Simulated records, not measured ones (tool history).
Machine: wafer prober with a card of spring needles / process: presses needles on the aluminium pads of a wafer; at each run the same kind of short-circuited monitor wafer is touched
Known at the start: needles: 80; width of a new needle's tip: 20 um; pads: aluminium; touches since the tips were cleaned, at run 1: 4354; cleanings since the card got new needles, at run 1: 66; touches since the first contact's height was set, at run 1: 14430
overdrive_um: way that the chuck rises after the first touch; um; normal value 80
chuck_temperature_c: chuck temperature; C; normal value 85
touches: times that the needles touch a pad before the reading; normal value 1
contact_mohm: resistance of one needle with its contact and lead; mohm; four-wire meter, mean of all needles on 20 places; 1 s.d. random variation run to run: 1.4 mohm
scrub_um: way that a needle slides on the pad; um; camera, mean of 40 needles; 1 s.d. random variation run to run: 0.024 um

run,day,overdrive_um,chuck_temperature_c,touches,touches since the tips were cleaned,cleanings since the card got new needles,touches since the first contact's height was set,contact_mohm,scrub_um
1,0.000,80,85,1,4354,66,14430,122,21.08
# day 0.100: tips cleaned on abrasive film
# day 0.579: tips cleaned on abrasive film
# day 1.046: tips cleaned on abrasive film
2,1.421,80,85,1,4408,69,30924,124,21.10
# day 1.521: tips cleaned on abrasive film
# day 2.004: tips cleaned on abrasive film
3,2.262,80,85,1,3008,71,40650,123,21.09
# day 2.446: tips cleaned on abrasive film
# day 2.929: tips cleaned on abrasive film
# day 3.379: tips cleaned on abrasive film
4,3.612,80,85,1,2736,74,56308,122,21.11
# day 3.808: tips cleaned on abrasive film
# day 4.271: tips cleaned on abrasive film
# day 4.717: tips cleaned on abrasive film
5,5.067,80,85,1,4077,77,73154,124,21.10
# day 5.154: tips cleaned on abrasive film
# day 5.633: tips cleaned on abrasive film
# day 6.021: tips cleaned on abrasive film
# day 6.500: tips cleaned on abrasive film
6,6.583,80,102,1,984,81,90705,124,21.11
# day 6.950: tips cleaned on abrasive film
# day 7.417: tips cleaned on abrasive film
# day 7.883: tips cleaned on abrasive film
7,8.225,80,102,1,3988,84,109780,127,21.12
# day 8.325: tips cleaned on abrasive film
# day 8.612: height of the first contact set anew
# day 8.796: tips cleaned on abrasive film
8,9.125,64,85,1,3849,86,5943,128,16.92
# day 9.208: tips cleaned on abrasive film
# day 9.688: tips cleaned on abrasive film
# day 10.171: tips cleaned on abrasive film
9,10.221,79,67,1,570,89,18584,122,20.81
# day 10.571: tips cleaned on abrasive film
# day 11.025: tips cleaned on abrasive film
10,11.338,79,67,1,3615,91,31546,117,20.82
# day 11.438: tips cleaned on abrasive film
# day 11.821: tips cleaned on abrasive film
# day 12.300: tips cleaned on abrasive film
# day 12.688: tips cleaned on abrasive film
11,12.779,79,67,1,1068,95,48225,120,20.79
# day 13.167: tips cleaned on abrasive film
# day 13.621: tips cleaned on abrasive film
# day 14.092: tips cleaned on abrasive film
# day 14.567: tips cleaned on abrasive film
12,14.638,69,52,2,845,99,69793,118,18.19
# day 15.025: tips cleaned on abrasive film
# day 15.508: tips cleaned on abrasive film
13,15.567,69,52,2,681,101,80549,122,18.23
# day 15.942: tips cleaned on abrasive film
# day 16.329: tips cleaned on abrasive film
14,16.642,69,33,1,3696,103,93053,118,18.19
# day 16.742: tips cleaned on abrasive film
# day 17.225: tips cleaned on abrasive film
# day 17.696: tips cleaned on abrasive film
# day 18.083: tips cleaned on abrasive film
15,18.312,96,33,1,2675,107,112377,111,25.35

What differs in the tool's unlogged condition from the final listed run ahead of each entry between runs to the first listed run following it?
Between runs 1 and 2: tips cleaned on abrasive film (day 0.100); tips cleaned on abrasive film (day 0.579); tips cleaned on abrasive film (day 1.046)
  both runs share identical hidden conditions
Between runs 2 and 3: tips cleaned on abrasive film (day 1.521); tips cleaned on abrasive film (day 2.004)
  both runs share identical hidden conditions
Between runs 3 and 4: tips cleaned on abrasive film (day 2.446); tips cleaned on abrasive film (day 2.929); tips cleaned on abrasive film (day 3.379)
  debris on the tips, nm: 0.3 -> 0.2
Between runs 4 and 5: tips cleaned on abrasive film (day 3.808); tips cleaned on abrasive film (day 4.271); tips cleaned on abrasive film (day 4.717)
  debris on the tips, nm: 0.2 -> 0.3
Between runs 5 and 6: tips cleaned on abrasive film (day 5.154); tips cleaned on abrasive film (day 5.633); tips cleaned on abrasive film (day 6.021); tips cleaned on abrasive film (day 6.500)
  debris on the tips, nm: 0.3 -> 0.1
Between runs 6 and 7: tips cleaned on abrasive film (day 6.950); tips cleaned on abrasive film (day 7.417); tips cleaned on abrasive film (day 7.883)
  debris on the tips, nm: 0.1 -> 0.3
Between runs 7 and 8: tips cleaned on abrasive film (day 8.325); height of the first contact set anew (day 8.612); tips cleaned on abrasive film (day 8.796)
  both runs share identical hidden conditions
Between runs 8 and 9: tips cleaned on abrasive film (day 9.208); tips cleaned on abrasive film (day 9.688); tips cleaned on abrasive film (day 10.171)
  debris on the tips, nm: 0.3 -> 0.1
Between runs 9 and 10: tips cleaned on abrasive film (day 10.571); tips cleaned on abrasive film (day 11.025)
  debris on the tips, nm: 0.1 -> 0.3; tips' diameter, um: 20 -> 20.01
Between runs 10 and 11: tips cleaned on abrasive film (day 11.438); tips cleaned on abrasive film (day 11.821); tips cleaned on abrasive film (day 12.300); tips cleaned on abrasive film (day 12.688)
  debris on the tips, nm: 0.3 -> 0.1
Between runs 11 and 12: tips cleaned on abrasive film (day 13.167); tips cleaned on abrasive film (day 13.621); tips cleaned on abrasive film (day 14.092); tips cleaned on abrasive film (day 14.567)
  both runs share identical hidden conditions
Between runs 12 and 13: tips cleaned on abrasive film (day 15.025); tips cleaned on abrasive film (day 15.508)
  both runs share identical hidden conditions
Between runs 13 and 14: tips cleaned on abrasive film (day 15.942); tips cleaned on abrasive film (day 16.329)
  debris on the tips, nm: 0.1 -> 0.3
Between runs 14 and 15: tips cleaned on abrasive film (day 16.742); tips cleaned on abrasive film (day 17.225); tips cleaned on abrasive film (day 17.696); tips cleaned on abrasive film (day 18.083)
  debris on the tips, nm: 0.3 -> 0.2
